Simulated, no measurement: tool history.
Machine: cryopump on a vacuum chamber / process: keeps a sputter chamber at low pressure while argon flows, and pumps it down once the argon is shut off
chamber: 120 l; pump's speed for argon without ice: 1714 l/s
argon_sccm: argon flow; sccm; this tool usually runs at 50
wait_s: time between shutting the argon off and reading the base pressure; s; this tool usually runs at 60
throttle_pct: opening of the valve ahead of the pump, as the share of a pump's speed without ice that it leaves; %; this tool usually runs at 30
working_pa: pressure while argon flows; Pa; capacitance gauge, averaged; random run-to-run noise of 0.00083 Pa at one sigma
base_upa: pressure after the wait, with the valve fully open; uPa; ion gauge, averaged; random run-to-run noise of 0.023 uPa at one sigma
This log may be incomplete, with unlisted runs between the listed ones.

run,hour,argon_sccm,wait_s,throttle_pct,working_pa,base_upa
1,0,50,60,30,0.1657,1.12
2,25.4,50,60,30,0.1655,1.15
3,37.7,50,60,30,0.166,1.17
4,53.7,50,60,30,0.1669,1.22
5,78.1,50,60,30,0.1663,1.18
6,93.3,50,60,30,0.166,1.17
# hour 98.5: leaking fittings of the chamber tightened, without venting
7,115.5,22,60,30,0.0737,0.82
8,141.6,50,60,30,0.1674,0.8
9,159.3,50,60,30,0.167,0.81
10,172.4,50,60,30,0.1673,0.84
11,195.1,25,60,30,0.0831,0.82
12,217.2,25,60,30,0.0835,0.81
13,237,25,60,30,0.0846,0.8
14,262.4,23,60,30,0.0779,0.83
15,285,75,60,30,0.2519,0.81
16,303.3,50,60,16,0.3131,0.88
17,322.3,50,60,16,0.3106,0.82
18,337.3,50,60,16,0.311,0.85
19,364.3,50,60,34,0.1498,0.88
20,379.6,95,74,45,0.2162,0.73
21,399,51,43,16,0.3187,1.06
22,414,28,30,37,0.0765,1.49
23,436.2,39,40,21,0.1876,1.13
24,452.6,39,40,21,0.1865,1.11
25,472.9,39,40,21,0.1882,1.19
26,487.4,39,40,21,0.187,1.18
27,500.8,57,34,19,0.3013,1.31
28,522.5,75,34,22,0.3427,1.34
29,539.3,75,34,22,0.342,1.37
30,554.8,75,223,22,0.3419,0.42
31,566.6,24,185,22,0.1101,0.41
32,584.9,24,243,17,0.142,0.43
33,605,80,30,17,0.4702,1.49
34,617.5,80,30,17,0.4708,1.51
35,633.8,41,227,31,0.1356,0.41

How would selected steps in working_pa from run to run divide? Give the signed amount a tool lacking its hidden state would still show from settings, what came in and random variation, and the signed amount left for the hidden state, including any gauge scatter that is not in both of the compared results.
What the log doesn't record here: pump's speed, % of a pump's without ice; cold plate's temperature, K; leak into the chamber, uPa l/s; drift of the gauge itself on working_pa, %; drift of the gauge itself on base_upa, %.
Run 21 -> 22: argon_sccm 51 -> 28, wait_s 43 -> 30, throttle_pct 16 -> 37. working_pa -0.2422 Pa: hidden state -0.0018, all else -0.2404.
Run 30 -> 31: argon_sccm 75 -> 24, wait_s 223 -> 185. working_pa -0.2318 Pa: hidden state -0.0049, all else -0.2269.
Run 32 -> 33: argon_sccm 24 -> 80, wait_s 243 -> 30. working_pa +0.3282 Pa: hidden state +0.0058, all else +0.3224.
Run 34 -> 35: argon_sccm 80 -> 41, wait_s 30 -> 227, throttle_pct 17 -> 31. working_pa -0.3352 Pa: hidden state -0.004, all else -0.3312.
